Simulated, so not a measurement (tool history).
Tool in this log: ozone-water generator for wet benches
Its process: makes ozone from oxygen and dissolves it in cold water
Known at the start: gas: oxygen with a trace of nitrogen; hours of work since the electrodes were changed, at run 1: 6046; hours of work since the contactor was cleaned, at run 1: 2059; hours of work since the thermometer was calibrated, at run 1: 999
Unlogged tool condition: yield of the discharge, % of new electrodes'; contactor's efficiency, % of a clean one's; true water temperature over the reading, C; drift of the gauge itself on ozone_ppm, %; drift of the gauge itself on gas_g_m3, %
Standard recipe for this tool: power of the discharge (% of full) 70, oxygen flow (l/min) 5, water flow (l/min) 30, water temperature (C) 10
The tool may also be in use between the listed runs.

run	hour	power of the discharge (% of full)	oxygen flow (l/min)	water flow (l/min)	water temperature (C)	hours of work since the electrodes were changed	hours of work since the contactor was cleaned	hours of work since the thermometer was calibrated	dissolved ozone (ppm)	ozone in the gas ahead of the water (g/m3)
1	0	70	5	30	10	6046	2059	999	14.1	143.7
2	172.1	70	5	30	10	6191	2204	1144	14.3	144
3	251.9	70	5	32	10	6258	2271	1211	13.2	142.7
4	364	70	5	32	10	6353	2366	1306	13.6	142.3
5	455.1	70	5	32	10	6429	2442	1382	13.4	144
6	554.8	70	5	32	10	6513	2526	1466	13.4	141.9
# hour 571.9: electrodes of the discharge changed
# hour 649.1: contactor cleaned
7	721.2	70	5	32	10	122	61	1598	13.4	142.7
8	845.6	70	5	32	10	227	165	1703	13.4	142.7
9	978.3	70	5	21	10	339	277	1814	19.1	143.1
10	1138.5	70	5	23	10	474	412	1949	17.7	144.7
11	1281.1	70	5	23	10	594	532	2069	17.8	143.7
12	1447.3	70	5	30	10	734	672	2209	14.2	142.8
13	1534.2	70	5	30	10	807	745	2283	14	143.5
14	1621	70	5	46	10	880	818	2356	9.4	144.3
15	1782	70	2.58	30	10	1016	954	2491	11.2	185.3
16	1952.9	70	2.58	30	10	1159	1098	2635	11	187.5
17	2127.3	70	2.58	47	10	1306	1245	2782	7	185.3
18	2261	70	2.74	30	10	1419	1357	2895	11.4	182.2
19	2373.7	83	3.8	30	16	1514	1452	2989	13.8	180.5
20	2484.9	93	5	30	10	1607	1546	3083	17.2	175.1
21	2606.4	66	8.65	37	14	1710	1648	3185	12.9	112.4
22	2727	54	3.54	30	10	1811	1750	3287	10.4	136.1
23	2907.7	70	3.54	30	12	1963	1902	3439	12.4	165.3
24	2999.9	70	3.54	36	12	2041	1979	3517	10.4	164.2
25	3115.3	49	7.99	30	14	2138	2076	3614	11.9	93.7
26	3227.6	49	5	33	5	2233	2171	3708	10.3	111.1
27	3359.9	90	5	27	10	2344	2282	3820	18.8	171.5
# hour 3377.5: water thermometer calibrated
28	3527.3	90	5	27	10	2485	2423	126	18.6	171.6
29	3706.6	90	5	27	10	2636	2574	277	18.5	172.2
# hour 3739.1: contactor cleaned
30	3870.1	97	5	27	12	2770	110	411	19.4	182.6
31	3947.9	70	5	30	7	2835	176	477	14.8	143.8
32	4076.9	82	3.76	28	14	2944	284	585	15	179.5

For each entry between runs, how does the tool's hidden state at the last listed run before it compare with that at the first listed run after it?
From run 6 to run 7: electrodes of the discharge changed (hour 571.9); contactor cleaned (hour 649.1)
  yield of the discharge, % of new electrodes': 99.6 -> 100; contactor's efficiency, % of a clean one's: 99.9 -> 100
From run 27 to run 28: water thermometer calibrated (hour 3377.5)
  yield of the discharge, % of new electrodes': 99.9 -> 99.8; true water temperature over the reading, C: 0.01 -> 0
From run 29 to run 30: contactor cleaned (hour 3739.1)
  contactor's efficiency, % of a clean one's: 99.9 -> 100

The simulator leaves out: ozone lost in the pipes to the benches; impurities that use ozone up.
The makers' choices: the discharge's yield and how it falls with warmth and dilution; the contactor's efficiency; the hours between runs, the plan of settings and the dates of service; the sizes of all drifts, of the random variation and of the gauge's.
